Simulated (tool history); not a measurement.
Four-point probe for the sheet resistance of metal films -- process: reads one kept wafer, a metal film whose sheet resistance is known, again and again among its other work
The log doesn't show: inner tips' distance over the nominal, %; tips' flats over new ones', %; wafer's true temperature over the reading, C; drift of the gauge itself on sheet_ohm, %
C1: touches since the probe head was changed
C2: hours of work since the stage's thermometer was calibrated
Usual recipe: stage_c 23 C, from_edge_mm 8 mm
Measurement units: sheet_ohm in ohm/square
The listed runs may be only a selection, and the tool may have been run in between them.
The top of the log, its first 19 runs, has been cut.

Run 20, hour 828.9: usual settings but stage_c 25 C, from_edge_mm 4 mm; C1 31490; C2 2437. Result: sheet_ohm 0.077809 ohm/square.
Run 21, hour 856.6: usual settings but stage_c 25 C, from_edge_mm 4 mm; C1 32134; C2 2458. Result: sheet_ohm 0.077869 ohm/square.
Run 22, hour 895.5: usual settings but stage_c 33 C, from_edge_mm 32 mm; C1 33038; C2 2487. Result: sheet_ohm 0.074894 ohm/square.
Run 23, hour 947.8: usual settings but stage_c 33 C; C1 34257; C2 2525. Result: sheet_ohm 0.075485 ohm/square.
At hour 973.0: stage's thermometer calibrated.
Run 24, hour 973.0: usual settings but stage_c 22 C; C1 34832; C2 0. Result: sheet_ohm 0.076306 ohm/square.
Run 25, hour 1007.9: usual settings but stage_c 27 C, from_edge_mm 30 mm; C1 35645; C2 26. Result: sheet_ohm 0.075349 ohm/square.
Run 26, hour 1060.7: usual settings but stage_c 27 C, from_edge_mm 26 mm; C1 36873; C2 65. Result: sheet_ohm 0.075369 ohm/square.
Run 27, hour 1115.3: usual settings but stage_c 27 C, from_edge_mm 26 mm; C1 38145; C2 106. Result: sheet_ohm 0.075378 ohm/square.
Run 28, hour 1170.2: usual settings but from_edge_mm 7 mm; C1 39422; C2 146. Result: sheet_ohm 0.076455 ohm/square.
At hour 1174.0: stage's thermometer calibrated, once more.
Run 29, hour 1202.2: usual settings but stage_c 25 C; C1 40156; C2 21. Result: sheet_ohm 0.075891 ohm/square.
Run 30, hour 1240.8: usual settings but stage_c 19 C, from_edge_mm 13 mm; C1 41055; C2 50. Result: sheet_ohm 0.075920 ohm/square.
Run 31, hour 1292.2: usual settings but stage_c 31 C, from_edge_mm 48 mm; C1 42250; C2 88. Result: sheet_ohm 0.074843 ohm/square.
Run 32, hour 1315.6: usual settings; C1 42795; C2 105. Result: sheet_ohm 0.076020 ohm/square.
Run 33, hour 1356.3: usual settings; C1 43743; C2 135. Result: sheet_ohm 0.076052 ohm/square.
Run 34, hour 1411.7: usual settings but stage_c 21 C, from_edge_mm 15 mm; C1 45032; C2 176. Result: sheet_ohm 0.075729 ohm/square.
Run 35, hour 1458.2: usual settings but stage_c 19 C, from_edge_mm 47 mm; C1 46115; C2 211. Result: sheet_ohm 0.075740 ohm/square.

Predict each of these 3 candidate next runs independently; none follows another, all start after run 35:
Run A, hour 1504.0: usual settings but stage_c 19 C, from_edge_mm 53 mm; C1 47181; C2 245. Result: sheet_ohm ?.
Run B, hour 1504.0: usual settings but stage_c 22 C, from_edge_mm 47 mm; C1 47181; C2 245. Result: sheet_ohm ?.
Run C, hour 1504.0: usual settings but stage_c 21 C, from_edge_mm 20 mm; C1 47181; C2 245. Result: sheet_ohm ?.

run  sheet_ohm
  A   0.075765
  B   0.075555
  C   0.075676
Without the tool's hidden state the same runs would have given:
run  sheet_ohm
  A   0.075225
  B   0.075017
  C   0.075138
